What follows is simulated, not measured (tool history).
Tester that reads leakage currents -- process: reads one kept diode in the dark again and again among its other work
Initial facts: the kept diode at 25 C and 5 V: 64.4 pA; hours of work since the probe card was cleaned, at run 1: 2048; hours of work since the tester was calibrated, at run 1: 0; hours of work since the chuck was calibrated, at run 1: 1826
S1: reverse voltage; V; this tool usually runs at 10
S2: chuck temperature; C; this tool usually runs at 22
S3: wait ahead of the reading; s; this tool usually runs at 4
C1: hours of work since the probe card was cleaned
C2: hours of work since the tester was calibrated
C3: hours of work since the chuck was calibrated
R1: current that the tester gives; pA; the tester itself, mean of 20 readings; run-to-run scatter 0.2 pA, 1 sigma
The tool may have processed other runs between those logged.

run      day   S1  S2    S3    C1    C2    C3      R1
  1        0   10  22     4  2048     0  1826   78.33
  2      5.6   10  22  0.38  2133    85  1910   82.47
       12.65  -- chuck's temperature calibrated
  3   13.692   10  22  1.67  2254   206    16   83.93
  4   20.317   10  21     4  2355   307   116   79.41
  5   28.596   10  22     4  2480   432   242   84.58
  6   36.142   10  22     4  2595   547   356    85.2
  7   45.925   10  22     4  2743   695   505   86.47
  8   52.954   10  22     4  2850   802   611   87.39
  9   62.858  4.6  22     4  3000   952   762   60.46
 10   73.862  4.6  22     4  3167  1119   929   60.95
 11    84.95   10  29  0.68  3335  1287  1097  136.51
      85.688  -- tester calibrated
 12     90.5   15  27   0.8  3418    73  1180  151.53
 13   98.671   15  27  0.31  3542   197  1304  156.48
 14  109.592   15  27  0.31  3708   363  1469  157.93

Run 15, settings as shown, results not yet in. Your forecast:
 15  118.717  15  27  0.31  3846  501  1608   ?

Logged for run 15: R1 159.11 pA.
Minus the tool's unlogged condition, the same run would have read R1 115.38 pA.

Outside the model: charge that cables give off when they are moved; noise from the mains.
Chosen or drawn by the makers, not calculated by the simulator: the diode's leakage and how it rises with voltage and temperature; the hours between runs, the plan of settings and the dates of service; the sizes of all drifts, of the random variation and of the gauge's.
